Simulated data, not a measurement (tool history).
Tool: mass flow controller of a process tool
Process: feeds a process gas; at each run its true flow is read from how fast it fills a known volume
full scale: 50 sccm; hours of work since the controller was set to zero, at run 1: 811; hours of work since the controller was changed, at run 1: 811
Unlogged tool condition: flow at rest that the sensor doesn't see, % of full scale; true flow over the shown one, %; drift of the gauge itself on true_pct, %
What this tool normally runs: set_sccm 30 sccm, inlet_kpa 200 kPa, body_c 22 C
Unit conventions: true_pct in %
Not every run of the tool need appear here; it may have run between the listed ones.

run	hour	set_sccm	inlet_kpa	body_c	hours of work since the controller was set to zero	hours of work since the controller was changed	true_pct
1	0	30	200	22	811	811	99.59
2	179.2	30	200	22	935	935	99.75
3	331.6	30	200	22	1041	1041	99.81
4	468	30	200	22	1136	1136	99.86
5	548.9	30	200	31	1192	1192	99.23
6	647.9	30	200	31	1261	1261	99.23
7	819.3	30	200	31	1380	1380	99.23
8	987.4	30	200	31	1497	1497	99.3
9	1074.8	30	200	31	1558	1558	99.18
10	1162.3	30	200	31	1619	1619	99.29
11	1261	30	159	22	1688	1688	100.01
12	1337.8	30	159	22	1741	1741	100.06
13	1456.8	36	200	22	1824	1824	100.16
14	1555.4	36	200	22	1892	1892	100.19
15	1716.4	30	200	22	2004	2004	100.12
16	1850	30	200	22	2097	2097	100.13
17	1959.6	30	200	22	2174	2174	100.04
18	2088.4	30	200	22	2263	2263	100.07
19	2223.3	30	200	22	2357	2357	100.32
20	2334.4	30	200	22	2434	2434	100
21	2487.1	30	200	22	2541	2541	100.19
22	2655.2	30	200	22	2657	2657	100.21
23	2834.9	30	200	22	2782	2782	100.27
24	2970.4	30	200	22	2877	2877	100.24
25	3111.6	30	200	22	2975	2975	100.27
26	3214.8	30	200	24	3047	3047	100.16
27	3324.2	8	164	38	3123	3123	99.6
28	3496.3	16	154	38	3243	3243	99.31
29	3581.4	16	154	38	3302	3302	99.2
30	3701.5	15	181	34	3385	3385	99.4
31	3827.6	15	181	34	3473	3473	99.59
32	3963.9	38	260	28	3568	3568	100.12
33	4122.2	38	260	28	3678	3678	100.18
34	4305.5	7	152	30	3805	3805	101.02
35	4465.4	14	145	22	3917	3917	100.66
36	4601.5	39	145	22	4011	4011	100.96
37	4729.8	5	210	28	4101	4101	101.87
38	4832.8	43	200	32	4172	4172	100.33
39	5005.7	11	210	22	4292	4292	100.88
40	5137.3	11	210	22	4384	4384	100.74
41	5268.1	11	210	22	4475	4475	100.86
42	5357.5	11	210	33	4537	4537	100.18
43	5437.6	30	203	33	4593	4593	99.95
44	5511.6	30	203	33	4644	4644	99.94
45	5686.6	9	150	29	4766	4766	100.92

Run 46 is up next; what results do you expect?
46	5838.1	9	150	29	4871	4871	?

{"run 46": {"true_pct": 101.16}}
On a tool with no hidden condition, and with the same random variation, this run would have come out at true_pct 98.28 %.
